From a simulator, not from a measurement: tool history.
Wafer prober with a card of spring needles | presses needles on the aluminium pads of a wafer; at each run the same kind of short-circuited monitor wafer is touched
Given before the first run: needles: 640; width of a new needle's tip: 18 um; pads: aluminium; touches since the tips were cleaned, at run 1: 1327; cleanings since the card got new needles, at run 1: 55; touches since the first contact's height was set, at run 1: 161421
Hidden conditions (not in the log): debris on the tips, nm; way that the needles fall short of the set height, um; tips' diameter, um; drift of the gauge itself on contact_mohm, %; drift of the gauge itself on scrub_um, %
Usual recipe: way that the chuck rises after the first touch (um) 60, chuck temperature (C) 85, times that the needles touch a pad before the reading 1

run,hour,way that the chuck rises after the first touch (um),chuck temperature (C),times that the needles touch a pad before the reading,touches since the tips were cleaned,cleanings since the card got new needles,touches since the first contact's height was set,resistance of one needle with its contact and lead (mohm),way that a needle slides on the pad (um)
1,0.0,60,85,1,1327,55,161421,260,8.34
# hour 5.3: tips cleaned on abrasive film
# hour 14.1: tips cleaned on abrasive film
# hour 22.0: tips cleaned on abrasive film
2,24.4,60,85,1,909,58,170616,258,8.38
# hour 29.8: tips cleaned on abrasive film
# hour 37.9: tips cleaned on abrasive film
# hour 46.9: tips cleaned on abrasive film
3,49.0,60,85,1,801,61,179880,258,8.40
# hour 54.3: tips cleaned on abrasive film
# hour 62.7: tips cleaned on abrasive film
4,65.0,60,85,1,845,63,185910,257,8.37
# hour 70.4: tips cleaned on abrasive film
# hour 77.6: tips cleaned on abrasive film
5,84.1,60,30,1,2499,65,193155,249,8.39
# hour 86.0: tips cleaned on abrasive film
# hour 95.0: tips cleaned on abrasive film
# hour 103.2: tips cleaned on abrasive film
6,108.6,60,30,1,2039,68,202366,246,8.44
# hour 112.1: tips cleaned on abrasive film
# hour 120.4: tips cleaned on abrasive film
# hour 128.9: tips cleaned on abrasive film
# hour 129.2: height of the first contact set anew
7,129.2,60,30,3,0,71,0,243,8.37
# hour 137.4: tips cleaned on abrasive film
# hour 145.1: tips cleaned on abrasive film
8,145.1,60,85,1,0,73,5990,258,8.46
# hour 153.7: tips cleaned on abrasive film
# hour 162.1: tips cleaned on abrasive film
# hour 170.8: tips cleaned on abrasive film
9,173.9,60,85,1,1197,76,16892,253,8.43
# hour 179.0: tips cleaned on abrasive film
# hour 187.2: tips cleaned on abrasive film
# hour 194.4: tips cleaned on abrasive film
10,196.9,60,85,1,938,79,25525,260,8.41
# hour 202.3: tips cleaned on abrasive film
# hour 211.0: tips cleaned on abrasive film
11,213.8,41,85,1,1082,81,31920,264,5.78
# hour 218.8: tips cleaned on abrasive film
# hour 227.5: tips cleaned on abrasive film
12,228.8,41,85,1,469,83,37547,262,5.75
# hour 235.5: tips cleaned on abrasive film
# hour 243.8: tips cleaned on abrasive film
# hour 251.0: tips cleaned on abrasive film
13,255.7,41,85,2,1777,86,47710,265,5.77
# hour 259.3: tips cleaned on abrasive film
# hour 268.0: tips cleaned on abrasive film
# hour 276.8: tips cleaned on abrasive film
14,281.8,60,85,2,1914,89,57580,259,8.52
# hour 284.9: tips cleaned on abrasive film
# hour 292.1: tips cleaned on abrasive film
15,298.4,43,26,1,2411,91,63832,243,6.10
# hour 300.3: tips cleaned on abrasive film
# hour 308.7: tips cleaned on abrasive film
# hour 315.9: tips cleaned on abrasive film
16,322.2,53,109,2,2392,94,72779,265,7.54
# hour 323.9: tips cleaned on abrasive film
# hour 332.4: tips cleaned on abrasive film
# hour 341.0: tips cleaned on abrasive film
17,344.9,43,109,2,1495,97,81346,273,6.11
# hour 348.6: tips cleaned on abrasive film
# hour 355.8: tips cleaned on abrasive film
18,361.1,80,45,1,2040,99,87452,250,11.38
# hour 364.4: tips cleaned on abrasive film
# hour 372.6: tips cleaned on abrasive film
# hour 380.7: tips cleaned on abrasive film
# hour 389.7: tips cleaned on abrasive film
19,391.9,80,45,1,838,103,99050,240,11.39
# hour 397.3: tips cleaned on abrasive film
# hour 406.3: tips cleaned on abrasive film
# hour 415.2: tips cleaned on abrasive film
20,416.7,54,48,3,575,106,108418,252,7.70
# hour 423.8: tips cleaned on abrasive film
# hour 432.2: tips cleaned on abrasive film
# hour 441.1: tips cleaned on abrasive film
21,443.2,43,117,3,793,109,118397,272,6.15
# hour 448.6: tips cleaned on abrasive film
# hour 455.8: tips cleaned on abrasive film
# hour 464.4: tips cleaned on abrasive film
22,467.4,48,46,3,1157,112,127536,248,6.86
# hour 472.5: tips cleaned on abrasive film
# hour 479.7: tips cleaned on abrasive film
# hour 487.5: tips cleaned on abrasive film
23,487.5,48,46,3,0,115,135081,255,6.84
# hour 489.3: gauge calibrated
# hour 494.7: tips cleaned on abrasive film
# hour 503.2: tips cleaned on abrasive film
# hour 512.0: tips cleaned on abrasive film
24,512.0,60,31,2,0,118,144323,244,8.34
# hour 519.2: tips cleaned on abrasive film
# hour 528.2: tips cleaned on abrasive film
# hour 537.1: tips cleaned on abrasive film
25,541.3,60,29,2,1601,121,155378,247,8.34
# hour 544.9: tips cleaned on abrasive film
# hour 552.1: tips cleaned on abrasive film
# hour 559.3: tips cleaned on abrasive film
# hour 568.1: tips cleaned on abrasive film
26,572.5,60,29,2,1668,125,167131,246,8.40
# hour 575.3: tips cleaned on abrasive film
# hour 584.0: tips cleaned on abrasive film
27,585.9,60,29,2,734,127,172186,239,8.46
# hour 591.3: tips cleaned on abrasive film
# hour 600.0: tips cleaned on abrasive film
28,601.0,59,85,1,362,129,177867,260,8.36

3 options for the next run, each taken on its own from the tool as it stands now. Forecast them:
# hour 608.2: tips cleaned on abrasive film
# hour 616.1: tips cleaned on abrasive film
# hour 625.0: tips cleaned on abrasive film
A,631.2,60,32,2,2356,132,189289,?,?
# hour 608.2: tips cleaned on abrasive film
# hour 616.1: tips cleaned on abrasive film
# hour 625.0: tips cleaned on abrasive film
B,631.2,43,43,1,2356,132,189289,?,?
# hour 608.2: tips cleaned on abrasive film
# hour 616.1: tips cleaned on abrasive film
# hour 625.0: tips cleaned on abrasive film
C,631.2,58,49,2,2356,132,189289,?,?

run,resistance of one needle with its contact and lead (mohm),way that a needle slides on the pad (um)
A,245,8.39
B,255,6.05
C,251,8.18
With the hidden condition removed and each run's random variation left untouched, the same runs would have given:
run,resistance of one needle with its contact and lead (mohm),way that a needle slides on the pad (um)
A,244,8.33
B,254,6.01
C,251,8.12

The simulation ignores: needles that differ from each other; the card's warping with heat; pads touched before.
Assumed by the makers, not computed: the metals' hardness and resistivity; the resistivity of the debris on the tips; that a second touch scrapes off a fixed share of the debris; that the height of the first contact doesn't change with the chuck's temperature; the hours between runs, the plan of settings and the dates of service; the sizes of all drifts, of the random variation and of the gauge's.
